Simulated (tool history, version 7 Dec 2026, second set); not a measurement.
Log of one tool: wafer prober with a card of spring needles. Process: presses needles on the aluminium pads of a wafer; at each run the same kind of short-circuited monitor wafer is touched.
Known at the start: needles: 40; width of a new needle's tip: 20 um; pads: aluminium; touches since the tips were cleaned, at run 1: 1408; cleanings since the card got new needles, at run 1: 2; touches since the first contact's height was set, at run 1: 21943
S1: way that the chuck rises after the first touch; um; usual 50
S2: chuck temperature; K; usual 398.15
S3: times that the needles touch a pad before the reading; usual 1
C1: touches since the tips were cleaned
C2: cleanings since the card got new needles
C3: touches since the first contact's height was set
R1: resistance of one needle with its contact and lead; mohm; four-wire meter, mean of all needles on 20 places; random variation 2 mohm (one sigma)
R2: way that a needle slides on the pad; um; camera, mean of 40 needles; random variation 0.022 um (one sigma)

run 1 day=0.000 | S1=50 S2=398.15 S3=1 | C1=1408 C2=2 C3=21943 | R1=237 R2=11.10
run 2 day=0.333 | S1=50 S2=398.15 S3=1 | C1=6136 C2=2 C3=26671 | R1=252 R2=11.11
run 3 day=0.517 | S1=50 S2=398.15 S3=1 | C1=8741 C2=2 C3=29276 | R1=251 R2=11.15
-- day=0.550 tips cleaned on abrasive film
run 4 day=0.892 | S1=50 S2=398.15 S3=1 | C1=4871 C2=3 C3=34574 | R1=251 R2=11.09
run 5 day=1.158 | S1=50 S2=398.15 S3=1 | C1=8695 C2=3 C3=38398 | R1=257 R2=11.11
-- day=1.196 tips cleaned on abrasive film
run 6 day=1.379 | S1=50 S2=398.15 S3=1 | C1=2614 C2=4 C3=41490 | R1=244 R2=11.03
run 7 day=1.700 | S1=50 S2=398.15 S3=1 | C1=7133 C2=4 C3=46009 | R1=258 R2=11.05
-- day=1.833 tips cleaned on abrasive film
run 8 day=1.883 | S1=50 S2=398.15 S3=2 | C1=725 C2=5 C3=48576 | R1=226 R2=11.06
run 9 day=2.046 | S1=50 S2=398.15 S3=2 | C1=3038 C2=5 C3=50889 | R1=237 R2=11.06
run 10 day=2.317 | S1=50 S2=398.15 S3=1 | C1=6940 C2=5 C3=54791 | R1=255 R2=11.07
-- day=2.483 tips cleaned on abrasive film
run 11 day=2.500 | S1=50 S2=398.15 S3=1 | C1=246 C2=6 C3=57301 | R1=224 R2=11.04
run 12 day=2.817 | S1=50 S2=398.15 S3=1 | C1=4754 C2=6 C3=61809 | R1=251 R2=11.01
-- day=3.112 tips cleaned on abrasive film
run 13 day=3.175 | S1=50 S2=398.15 S3=1 | C1=910 C2=7 C3=66863 | R1=231 R2=10.99
run 14 day=3.371 | S1=50 S2=398.15 S3=1 | C1=3680 C2=7 C3=69633 | R1=250 R2=11.03
run 15 day=3.588 | S1=50 S2=349.15 S3=1 | C1=6768 C2=7 C3=72721 | R1=249 R2=10.97
-- day=3.758 tips cleaned on abrasive film
run 16 day=3.812 | S1=50 S2=349.15 S3=1 | C1=776 C2=8 C3=75870 | R1=226 R2=10.96
run 17 day=4.108 | S1=50 S2=300.15 S3=1 | C1=5018 C2=8 C3=80112 | R1=240 R2=11.02
-- day=4.388 tips cleaned on abrasive film
run 18 day=4.458 | S1=50 S2=300.15 S3=1 | C1=1009 C2=9 C3=85053 | R1=216 R2=10.93
run 19 day=4.704 | S1=50 S2=300.15 S3=1 | C1=4459 C2=9 C3=88503 | R1=240 R2=10.96
-- day=5.025 tips cleaned on abrasive film
run 20 day=5.025 | S1=36 S2=370.15 S3=1 | C1=5 C2=10 C3=93054 | R1=221 R2=7.81
run 21 day=5.233 | S1=40 S2=301.15 S3=1 | C1=2939 C2=10 C3=95988 | R1=256 R2=8.71
run 22 day=5.617 | S1=62 S2=301.15 S3=1 | C1=8395 C2=10 C3=101444 | R1=224 R2=13.63
-- day=5.654 tips cleaned on abrasive film
run 23 day=5.988 | S1=50 S2=398.15 S3=1 | C1=4791 C2=11 C3=106703 | R1=257 R2=10.91
-- day=6.217 height of the first contact set anew
-- day=6.292 tips cleaned on abrasive film
run 24 day=6.321 | S1=50 S2=398.15 S3=1 | C1=412 C2=12 C3=1401 | R1=224 R2=11.17
run 25 day=6.688 | S1=31 S2=340.15 S3=3 | C1=5676 C2=12 C3=6665 | R1=247 R2=6.92
run 26 day=6.904 | S1=30 S2=333.15 S3=1 | C1=8721 C2=12 C3=9710 | R1=329 R2=6.70
-- day=6.925 tips cleaned on abrasive film
run 27 day=7.267 | S1=30 S2=333.15 S3=1 | C1=4822 C2=13 C3=14813 | R1=319 R2=6.65
run 28 day=7.508 | S1=68 S2=332.15 S3=1 | C1=8292 C2=13 C3=18283 | R1=223 R2=15.20
-- day=7.567 tips cleaned on abrasive film
run 29 day=7.833 | S1=68 S2=332.15 S3=1 | C1=3821 C2=14 C3=22852 | R1=216 R2=15.10
run 30 day=8.092 | S1=66 S2=371.15 S3=1 | C1=7508 C2=14 C3=26539 | R1=231 R2=14.70
-- day=8.192 tips cleaned on abrasive film
run 31 day=8.362 | S1=55 S2=306.15 S3=1 | C1=2414 C2=15 C3=30324 | R1=223 R2=12.20
run 32 day=8.612 | S1=37 S2=356.15 S3=1 | C1=5966 C2=15 C3=33876 | R1=287 R2=8.19
-- day=8.817 tips cleaned on abrasive film
run 33 day=8.954 | S1=37 S2=313.15 S3=3 | C1=2007 C2=16 C3=38711 | R1=226 R2=8.14
run 34 day=9.308 | S1=37 S2=313.15 S3=3 | C1=7048 C2=16 C3=43752 | R1=230 R2=8.16

Forecast each of these 3 alternatives for the next run:
-- day=9.454 tips cleaned on abrasive film
run A day=9.496 | S1=44 S2=387.15 S3=3 | C1=620 C2=17 C3=46367 | R1=? R2=?
-- day=9.454 tips cleaned on abrasive film
run B day=9.496 | S1=50 S2=299.15 S3=1 | C1=620 C2=17 C3=46367 | R1=? R2=?
-- day=9.454 tips cleaned on abrasive film
run C day=9.496 | S1=48 S2=313.15 S3=1 | C1=620 C2=17 C3=46367 | R1=? R2=?

run=A R1=226 R2=9.69
run=B R1=208 R2=11.01
run=C R1=215 R2=10.57
Without the tool's hidden state the same runs would have given:
run=A R1=218 R2=9.84
run=B R1=190 R2=11.16
run=C R1=196 R2=10.71

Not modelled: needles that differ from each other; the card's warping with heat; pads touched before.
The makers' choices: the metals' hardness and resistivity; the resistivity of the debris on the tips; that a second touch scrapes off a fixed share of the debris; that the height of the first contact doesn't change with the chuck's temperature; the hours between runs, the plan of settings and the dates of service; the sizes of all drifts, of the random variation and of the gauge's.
